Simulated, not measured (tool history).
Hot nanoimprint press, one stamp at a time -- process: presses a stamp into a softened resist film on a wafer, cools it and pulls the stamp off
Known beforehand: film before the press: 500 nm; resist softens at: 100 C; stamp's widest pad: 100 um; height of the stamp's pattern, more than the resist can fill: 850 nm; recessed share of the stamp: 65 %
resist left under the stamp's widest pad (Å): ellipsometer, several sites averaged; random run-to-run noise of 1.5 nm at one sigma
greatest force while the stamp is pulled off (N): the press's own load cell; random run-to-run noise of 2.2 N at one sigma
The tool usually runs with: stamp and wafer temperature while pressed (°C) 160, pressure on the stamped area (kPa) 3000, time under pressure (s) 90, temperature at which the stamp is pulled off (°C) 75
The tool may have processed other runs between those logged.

run   hour  stamp and wafer temperature while pressed (°C)  pressure on the stamped area (kPa)  time under pressure (s)  temperature at which the stamp is pulled off (°C)  resist left under the stamp's widest pad (Å)  greatest force while the stamp is pulled off (N)
  1      0                                             160                                3000                       90                                                 75                                          2525                                               115
  2    8.6                                             160                                3000                       90                                                 75                                          2519                                               113
  3   20.2                                             160                                3000                       90                                                 75                                          2518                                               114
  4   31.5                                             160                                3000                       90                                                 75                                          2505                                               114
  5   38.2                                             160                                3000                       90                                                 75                                          2500                                               123
  6   44.1                                             159                                3000                       90                                                 75                                          2634                                               116
  7     53                                             159                                3000                       90                                                 75                                          2634                                               120
  8   63.4                                             160                                3000                       90                                                 75                                          2514                                               125
      67.7  -- plate thermocouple calibrated
  9   78.5                                             160                                3000                       90                                                 80                                          2573                                               114
 10   92.2                                             160                                3000                      111                                                 75                                          2396                                               124
 11   98.3                                             160                                3000                      111                                                 75                                          2405                                               126
 12  112.1                                             160                                3000                      111                                                 75                                          2395                                               132
 13  121.1                                             160                                3000                       90                                                 75                                          2603                                               127
 14  131.8                                             160                                3000                       92                                                 75                                          2556                                               130
       146  -- plate thermocouple calibrated, once more
 15  146.8                                             160                                3000                       85                                                 75                                          2498                                               129
 16    160                                             160                                3000                       85                                                 75                                          2503                                               129
 17  167.1                                             161                                3000                      109                                                 70                                          2207                                               140
 18  181.1                                             161                                1820                      109                                                 70                                          2728                                               139
 19  193.1                                             160                                2430                       90                                                 75                                          2670                                               131
 20  205.1                                             172                                2480                       50                                                 75                                          2269                                               131
 21  211.8                                             152                                3080                       68                                                 68                                          3414                                               143
 22  225.6                                             153                                2020                      166                                                 78                                          2927                                               128
 23  232.1                                             153                                2020                      166                                                 78                                          2955                                               132
 24  241.4                                             153                                2020                      166                                                 78                                          2968                                               130
 25  251.2                                             153                                2020                      166                                                 78                                          2957                                               131
 26  260.3                                             153                                2020                      166                                                 78                                          2941                                               131
 27  269.2                                             159                                3000                       90                                                 75                                          2588                                               136
 28  275.6                                             161                                4450                      161                                                 66                                          1609                                               152
 29  283.1                                             161                                4450                      161                                                 66                                          1609                                               157

Pick out some run-to-run changes in resist left under the stamp's widest pad (Å). Of each, how much would a tool without hidden state show as well, from the settings, what came in and chance, and how much is left for the hidden state and any gauge scatter not in both results compared?
Hidden state present: true temperature over the reading, C; pressure that arrives at the usual setting, %; grip of the stamp's worn release coat, % over a new coat's; drift of the gauge itself on residual_nm, %; drift of the gauge itself on pull_off_n, %.
Run 8 -> 9: temperature at which the stamp is pulled off (°C) 75 -> 80, plate thermocouple calibrated. resist left under the stamp's widest pad (Å) +59: hidden state +47, all else +12.
Run 14 -> 15: time under pressure (s) 92 -> 85, plate thermocouple calibrated, once more. resist left under the stamp's widest pad (Å) -58: hidden state -130, all else +72.
Run 20 -> 21: stamp and wafer temperature while pressed (°C) 172 -> 152, pressure on the stamped area (kPa) 2480 -> 3080, time under pressure (s) 50 -> 68, temperature at which the stamp is pulled off (°C) 75 -> 68. resist left under the stamp's widest pad (Å) +1145: hidden state +11, all else +1134.
Run 27 -> 28: stamp and wafer temperature while pressed (°C) 159 -> 161, pressure on the stamped area (kPa) 3000 -> 4450, time under pressure (s) 90 -> 161, temperature at which the stamp is pulled off (°C) 75 -> 66. resist left under the stamp's widest pad (Å) -979: hidden state -5, all else -974.
